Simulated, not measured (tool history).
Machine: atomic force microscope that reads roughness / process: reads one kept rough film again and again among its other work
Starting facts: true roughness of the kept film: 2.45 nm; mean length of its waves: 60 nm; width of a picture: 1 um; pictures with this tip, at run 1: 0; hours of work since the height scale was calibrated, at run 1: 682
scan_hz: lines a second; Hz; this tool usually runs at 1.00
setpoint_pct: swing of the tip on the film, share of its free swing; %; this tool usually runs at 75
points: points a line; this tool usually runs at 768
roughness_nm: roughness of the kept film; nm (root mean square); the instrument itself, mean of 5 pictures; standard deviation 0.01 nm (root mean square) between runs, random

run,hour,scan_hz,setpoint_pct,points,pictures with this tip,hours of work since the height scale was calibrated,roughness_nm
1,0.0,1.00,75,768,0,682,2.320
2,21.4,1.00,75,768,37,694,2.326
3,65.4,1.00,75,768,115,719,2.314
4,93.9,1.00,75,596,165,735,2.292
# hour 127.4: new tip fitted
5,134.7,1.00,75,596,13,758,2.326
6,157.2,1.00,75,596,53,771,2.326
7,185.5,1.00,79,768,102,788,2.283
8,225.9,1.00,79,768,173,811,2.286
# hour 251.7: new tip fitted
9,273.8,1.00,79,768,39,838,2.321
10,298.8,1.00,85,768,83,852,2.278
11,338.4,1.00,85,768,152,875,2.233
# hour 377.1: new tip fitted
12,382.6,1.00,85,768,10,900,2.275
13,405.2,1.00,85,768,49,913,2.273
14,435.7,1.00,85,768,103,930,2.272
15,478.8,1.77,85,768,179,955,2.187
# hour 505.8: new tip fitted
16,526.9,1.00,75,787,37,982,2.314
17,557.1,1.00,66,768,90,1000,2.334
18,587.5,1.00,66,768,144,1017,2.325
19,619.8,1.00,66,768,200,1036,2.307
# hour 632.2: new tip fitted
20,654.9,1.00,66,768,40,1056,2.361
21,697.3,1.00,66,272,114,1080,2.313
22,738.5,1.00,66,272,187,1104,2.314
# hour 757.6: new tip fitted
23,771.4,2.16,75,288,24,1122,2.241
24,818.0,1.00,67,795,105,1149,2.322
25,849.5,2.29,75,768,161,1167,2.216
# hour 884.5: new tip fitted
26,884.5,1.85,87,379,0,1187,2.181
27,922.4,1.12,87,379,67,1208,2.253
28,971.6,1.12,73,542,153,1237,2.276
29,1002.8,1.12,73,542,208,1255,2.287
# hour 1012.9: new tip fitted
30,1029.0,3.15,70,941,28,1269,2.248
31,1058.5,1.25,67,944,80,1286,2.305
32,1093.9,0.58,62,944,142,1306,2.327
33,1123.1,0.58,62,944,194,1323,2.310
# hour 1139.4: new tip fitted
34,1172.3,0.64,58,737,58,1351,2.351
35,1205.3,0.74,75,598,116,1370,2.298
36,1243.9,0.74,75,598,184,1392,2.276
# hour 1264.7: new tip fitted
37,1272.5,0.74,75,598,14,1408,2.312
38,1305.7,2.14,77,439,72,1427,2.230
39,1327.5,1.60,79,625,110,1440,2.223
40,1368.9,1.61,75,625,183,1464,2.237

Here are 5 independent what-if runs from the current tool condition. What would each one return?
# hour 1391.5: new tip fitted
A,1408.0,0.90,61,829,29,1486,?
# hour 1391.5: new tip fitted
B,1408.0,3.84,57,590,29,1486,?
# hour 1391.5: new tip fitted
C,1408.0,1.01,75,625,29,1486,?
# hour 1391.5: new tip fitted
D,1408.0,2.75,75,768,29,1486,?
# hour 1391.5: new tip fitted
E,1408.0,1.61,75,837,29,1486,?

run,roughness_nm
A,2.319
B,2.266
C,2.281
D,2.203
E,2.287
Without the tool's hidden state the same runs would have given:
run,roughness_nm
A,2.374
B,2.320
C,2.335
D,2.255
E,2.341
